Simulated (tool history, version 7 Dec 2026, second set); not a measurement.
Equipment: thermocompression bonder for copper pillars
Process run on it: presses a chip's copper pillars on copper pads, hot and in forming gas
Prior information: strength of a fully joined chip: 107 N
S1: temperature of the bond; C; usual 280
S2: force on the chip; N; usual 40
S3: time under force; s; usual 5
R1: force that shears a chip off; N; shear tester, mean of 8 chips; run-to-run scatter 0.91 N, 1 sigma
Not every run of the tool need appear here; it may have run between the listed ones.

Run 1, hour 0: usual settings. Result: R1 74.9 N.
Run 2, hour 7.6: usual settings. Result: R1 75 N.
Run 3, hour 16: usual settings but S1 256 C. Result: R1 56.4 N.
Run 4, hour 25.1: usual settings but S1 256 C. Result: R1 55.7 N.
Run 5, hour 32.2: usual settings but S1 256 C. Result: R1 55.9 N.
Run 6, hour 41: usual settings but S2 42 N. Result: R1 77.6 N.
Run 7, hour 49.8: usual settings but S2 42 N. Result: R1 77.9 N.
Run 8, hour 56.5: usual settings but S2 42 N. Result: R1 78.6 N.
Run 9, hour 62: usual settings but S3 6 s. Result: R1 79 N.
Run 10, hour 68.2: usual settings but S3 6 s. Result: R1 78.2 N.
Run 11, hour 74.7: usual settings but S3 6 s. Result: R1 79.3 N.
Run 12, hour 80.8: usual settings but S1 286 C, S2 46 N. Result: R1 85.7 N.
Run 13, hour 88.8: usual settings but S2 25 N. Result: R1 49.6 N.
Run 14, hour 98.3: usual settings but S2 25 N. Result: R1 50.6 N.
Run 15, hour 107.9: usual settings but S1 281 C, S3 9 s. Result: R1 86 N.
Run 16, hour 112.2: usual settings but S1 265 C, S2 25 N, S3 3 s. Result: R1 31.6 N.
Run 17, hour 121.9: usual settings but S1 305 C, S2 25 N, S3 4 s. Result: R1 64.4 N.
Run 18, hour 127.9: usual settings but S1 261 C, S2 32 N. Result: R1 48.4 N.
Run 19, hour 134.9: usual settings but S1 308 C, S2 42 N. Result: R1 93.6 N.
Run 20, hour 140.2: usual settings but S1 310 C, S3 4 s. Result: R1 91.1 N.
Run 21, hour 148.7: usual settings but S1 289 C, S2 44 N, S3 3 s. Result: R1 77.7 N.

Each row is a separate what-if for the run after 21, all from the same tool condition, not one after another. Results?
Run A, hour 157.5: usual settings but S1 289 C, S2 56 N, S3 3 s. Result: R1 ?.
Run B, hour 157.5: usual settings but S1 283 C. Result: R1 ?.
Run C, hour 157.5: usual settings but S1 278 C, S3 3 s. Result: R1 ?.
Run D, hour 157.5: usual settings but S1 259 C, S3 3 s. Result: R1 ?.
Run E, hour 157.5: usual settings but S1 293 C, S2 36 N, S3 3 s. Result: R1 ?.

run    R1
  A  87.6
  B  78.6
  C  64.2
  D  48.1
  E  69.3
Take away the tool's hidden state, keep each run's random variation, and the runs would have read:
run    R1
  A  88.9
  B  79.7
  C  65.1
  D  48.7
  E  70.3

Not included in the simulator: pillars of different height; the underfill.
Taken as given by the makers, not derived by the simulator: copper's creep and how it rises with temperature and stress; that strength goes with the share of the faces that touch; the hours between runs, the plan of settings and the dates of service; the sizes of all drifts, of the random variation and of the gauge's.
